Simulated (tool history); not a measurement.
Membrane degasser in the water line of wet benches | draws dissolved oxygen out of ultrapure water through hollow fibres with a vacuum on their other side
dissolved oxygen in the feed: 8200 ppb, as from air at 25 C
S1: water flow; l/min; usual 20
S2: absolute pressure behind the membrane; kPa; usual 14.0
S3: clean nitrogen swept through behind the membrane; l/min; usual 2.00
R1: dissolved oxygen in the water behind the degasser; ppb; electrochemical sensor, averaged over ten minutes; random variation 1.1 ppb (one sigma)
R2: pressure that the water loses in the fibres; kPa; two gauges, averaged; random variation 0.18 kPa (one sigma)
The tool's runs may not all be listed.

run    hour  S1    S2    S3     R1     R2
  1     0.0  20  14.0  2.00  262.2  37.61
  2    98.8  20  14.0  2.00  262.0  37.51
  3   191.5  20  14.0  2.00  259.4  37.38
  4   319.1  20  14.0  2.00  261.0  37.53
  5   413.2  20  14.0  2.00  259.4  37.33
  6   551.5  20  14.0  2.00  259.5  37.82
  7   640.9  20  14.0  2.00  262.2  37.40
  8   771.9  20  14.0  2.00  264.0  37.82
  9   900.5  20  14.0  2.00  262.4  38.04
 10   963.7  20  14.0  2.00  264.7  38.19
 11  1079.1  20  14.0  2.00  263.6  37.74
 12  1180.4  20  14.0  2.00  264.5  37.76
 13  1298.2  20  14.0  2.00  263.6  37.72
 14  1386.9  20  14.0  2.00  263.4  37.63
 15  1475.5  20  14.0  2.00  264.1  38.28
 16  1606.7  20  14.0  2.00  265.2  37.91
     1721.0  -- seals of the vacuum lines changed
 17  1721.0  15  12.7  1.80  195.3  28.59
 18  1828.5  15  12.7  1.80  195.7  28.69
 19  1892.9  31  12.8  1.80  384.1  59.22
 20  2010.8  31  12.8  1.80  386.3  59.06
 21  2076.8  28  12.8  3.70  187.9  53.49
 22  2191.8  28  12.8  3.70  187.3  53.51
 23  2334.8  13  21.7  1.42  396.4  24.92
 24  2445.1  13  21.7  1.42  400.6  25.21
 25  2536.3  26  10.6  5.73   94.5  50.10
 26  2649.3  23  14.0  1.08  508.1  44.33
 27  2714.2  30  17.4  2.32  430.8  57.39
 28  2810.7  13  17.4  1.98  230.4  25.12
 29  2899.9  13  17.4  1.98  228.9  25.07
 30  2985.7  13  17.4  6.00   79.8  25.22
 31  3056.4  13  11.4  1.23  213.6  24.75

Forecast each of these 5 alternatives for the next run:
  A  3169.5  15  11.4  1.23   ?   ?
  B  3169.5  13  15.0  1.23   ?   ?
  C  3169.5  16  29.4  1.05   ?   ?
  D  3169.5  13  11.4  1.60   ?   ?
  E  3169.5  14  15.3  3.22   ?   ?

run     R1     R2
  A  243.8  29.37
  B  299.2  24.69
  C  848.0  30.64
  D  167.9  25.26
  E  134.9  27.08
Without the tool's hidden state the same runs would have given:
run     R1     R2
  A  229.5  27.48
  B  286.3  23.06
  C  830.7  28.62
  D  157.7  23.61
  E  128.5  25.31

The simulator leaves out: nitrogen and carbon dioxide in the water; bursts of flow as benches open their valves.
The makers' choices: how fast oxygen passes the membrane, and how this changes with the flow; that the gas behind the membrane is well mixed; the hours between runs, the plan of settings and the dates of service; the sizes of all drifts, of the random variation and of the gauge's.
